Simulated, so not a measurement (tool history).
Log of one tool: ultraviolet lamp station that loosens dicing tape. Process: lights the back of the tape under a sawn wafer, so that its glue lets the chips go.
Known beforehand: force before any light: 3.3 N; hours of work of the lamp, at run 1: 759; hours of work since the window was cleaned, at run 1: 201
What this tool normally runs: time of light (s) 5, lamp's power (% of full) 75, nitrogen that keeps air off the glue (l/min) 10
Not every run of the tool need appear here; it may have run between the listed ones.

run,hour,time of light (s),lamp's power (% of full),nitrogen that keeps air off the glue (l/min),hours of work of the lamp,hours of work since the window was cleaned,force that peels the tape off (N),light that reached the tape (J/m2)
1,0,5,75,10,759,201,0.591,3110
2,18.3,5,75,10,773,214,0.564,3110
3,33.1,5,75,10,784,225,0.611,3040
4,60.7,5,75,10,804,246,0.642,2980
5,80.9,5,75,10,819,260,0.65,2970
6,110.1,5,75,10,840,282,0.658,2950
7,144.5,5,75,7,865,307,0.806,2890
8,171.9,5,75,7,885,327,0.779,2850
9,201.9,5,75,7,907,349,0.841,2760
10,229,5,65,10,927,369,0.84,2360
11,247.7,5,75,10,941,382,0.758,2760
12,263.1,5,72,10,952,394,0.809,2570
13,279.2,5,72,10,964,406,0.815,2550
14,296.5,5,72,10,977,418,0.839,2530
15,316.8,5,75,4,991,433,1.131,2560
16,347.6,5,75,4,1014,456,1.165,2520
17,370.3,5,75,4,1031,472,1.136,2520
18,397,5,75,4,1050,492,1.175,2470
19,425.2,5,75,4,1071,512,1.184,2460
20,439.8,5,75,4,1082,523,1.197,2380
21,470.4,5,75,4,1104,545,1.237,2350
22,494.8,5,75,4,1122,563,1.234,2320
# hour 502: window cleaned of glue's vapour
23,527.4,4,75,20,1145,19,0.844,2030
24,546.4,4,75,20,1159,32,0.869,2020
# hour 557.2: lamp changed
25,579.5,5,75,5,16,56,0.496,4450
26,602.4,7,93,7,33,73,0.177,7670
27,617.8,7,93,7,44,84,0.179,7630
28,647.1,7,78,8,66,105,0.224,6270
29,664.5,7,78,8,79,118,0.221,6260
30,688.1,7,78,13,96,135,0.188,6150
31,702.1,3,75,13,106,146,0.73,2510
32,719.2,3,75,13,119,158,0.722,2540
33,741.1,3,86,18,135,174,0.534,2890
34,762.1,3,72,6,150,190,1.077,2360
35,794.4,5,74,10,174,213,0.423,3970
36,826.5,5,74,10,197,237,0.412,3970
37,849.9,5,74,10,214,254,0.417,3920
38,869.2,4,81,10,228,268,0.502,3380
39,896.5,3,73,4,248,288,1.345,2210
40,921.6,6,70,3,267,306,0.695,4320
41,951.4,6,70,3,289,328,0.672,4220
42,976.4,7,70,3,307,347,0.536,4900
43,998.1,7,70,3,323,363,0.556,4860
44,1022.4,9,93,8,341,380,0.165,8160

Each row is a separate what-if for the run after 44, all from the same tool condition, not one after another. Results?
A,1042,5,75,4,355,395,?,?
B,1042,3,84,8,355,395,?,?
C,1042,5,75,7,355,395,?,?

run,force that peels the tape off (N),light that reached the tape (J/m2)
A,0.764,3640
B,0.911,2420
C,0.563,3580
Had the tool no hidden state, the same runs would have come out as:
run,force that peels the tape off (N),light that reached the tape (J/m2)
A,0.533,4650
B,0.663,3100
C,0.377,4590
